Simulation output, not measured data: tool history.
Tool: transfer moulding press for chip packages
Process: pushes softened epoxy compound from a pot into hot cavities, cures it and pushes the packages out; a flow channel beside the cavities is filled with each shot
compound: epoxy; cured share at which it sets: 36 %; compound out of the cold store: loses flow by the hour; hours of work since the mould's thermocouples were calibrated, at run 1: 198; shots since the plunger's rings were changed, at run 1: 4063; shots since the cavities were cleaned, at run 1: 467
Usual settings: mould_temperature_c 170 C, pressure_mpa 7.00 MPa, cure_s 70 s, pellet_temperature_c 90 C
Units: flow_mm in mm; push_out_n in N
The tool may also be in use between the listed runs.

run   hour  mould_temperature_c  pressure_mpa  cure_s  pellet_temperature_c  hours of work since the mould's thermocouples were calibrated  shots since the plunger's rings were changed  shots since the cavities were cleaned  incoming compound's hours out of the cold store  flow_mm  push_out_n
  1    0.0                  170          7.00      70                    90                                                            198                                          4063                                    467                                             47.7      817         257
  2    6.5                  170          7.00      70                    90                                                            202                                          4144                                    548                                             16.6     1004         293
  3   13.7                  170          7.00      70                    96                                                            206                                          4232                                    636                                             37.4      873         269
  4   22.9                  170          7.00      70                    96                                                            211                                          4345                                    749                                             16.5     1000         298
  5   32.9                  170          7.00      70                    96                                                            217                                          4468                                    872                                              9.3     1048         284
  6   41.8                  170          7.00      70                    96                                                            222                                          4577                                    981                                             21.6      966         277
  7   51.6                  170          7.00      70                    96                                                            228                                          4698                                   1102                                             30.2      917         294
      59.1  -- cavities cleaned with cleaning compound and waxed
  8   62.5                  170          7.00      70                    96                                                            233                                          4814                                     42                                             47.1      839         271
  9   72.9                  170          7.00      70                    90                                                            239                                          4942                                    170                                             26.3      953         288
 10   81.2                  170          7.00      70                    90                                                            244                                          5044                                    272                                             11.7     1028         297
 11   91.5                  170          7.00      70                    90                                                            250                                          5171                                    399                                             35.2      893         288
 12   98.2                  170          7.00      70                    90                                                            254                                          5253                                    481                                             26.3      945         283
 13  108.1                  170          7.00      70                    90                                                            260                                          5376                                    604                                             25.9      947         298
 14  118.1                  170          7.00      70                    90                                                            265                                          5499                                    727                                             21.6      974         287
 15  122.6                  170          7.00      70                    90                                                            268                                          5554                                    782                                              9.3     1054         304
 16  132.7                  175          8.34      97                    89                                                            274                                          5678                                    906                                             12.5     1110         217
 17  139.3                  170          5.91      70                    90                                                            278                                          5759                                    987                                             34.4      824         270
 18  149.7                  170          8.77      95                    90                                                            284                                          5887                                   1115                                             18.7     1095         218
     156.1  -- cavities cleaned with cleaning compound and waxed
     161.3  -- plunger's sealing rings changed
 19  161.4                  170          6.78      57                    90                                                            288                                             1                                     34                                             45.3      824         420
 20  166.4                  165          7.00     106                    87                                                            291                                            63                                     96                                             24.5      968         206
 21  171.0                  170          5.78     104                    93                                                            294                                           120                                    153                                             33.9      816         207
 22  179.6                  170          5.78     104                    93                                                            298                                           225                                    258                                             41.0      784         209
 23  187.0                  174          7.76      54                    92                                                            303                                           316                                    349                                             22.2     1015         380
 24  193.6                  170          8.40      75                    98                                                            307                                           398                                    431                                             26.2     1032         249
 25  204.1                  170          7.18      75                    98                                                            313                                           527                                    560                                             14.9     1026         263
 26  210.3                  170          7.18      75                    98                                                            316                                           603                                    636                                             14.6     1016         256
 27  220.5                  170          7.18      75                    98                                                            322                                           729                                    762                                             31.0      925         250
 28  230.1                  170          5.96      75                    98                                                            327                                           847                                    880                                             12.8      948         261
 29  234.4                  170          5.96      75                    98                                                            330                                           900                                    933                                             20.4      904         249

Forecast each of these 4 alternatives for the next run:
  A  242.8                  170          7.00      69                    85                                                            335                                          1004                                   1037                                             36.7        ?           ?
  B  242.8                  172          6.10      70                    82                                                            335                                          1004                                   1037                                             24.5        ?           ?
  C  242.8                  170          5.96      75                    98                                                            335                                          1004                                   1037                                              8.5        ?           ?
  D  242.8                  164          6.39      55                    90                                                            335                                          1004                                   1037                                             36.1        ?           ?

run  flow_mm  push_out_n
  A      879         306
  B      890         268
  C      980         252
  D      853         699
Without the tool's hidden state the same runs would have given:
run  flow_mm  push_out_n
  A      879         301
  B      890         264
  C      980         248
  D      853         687

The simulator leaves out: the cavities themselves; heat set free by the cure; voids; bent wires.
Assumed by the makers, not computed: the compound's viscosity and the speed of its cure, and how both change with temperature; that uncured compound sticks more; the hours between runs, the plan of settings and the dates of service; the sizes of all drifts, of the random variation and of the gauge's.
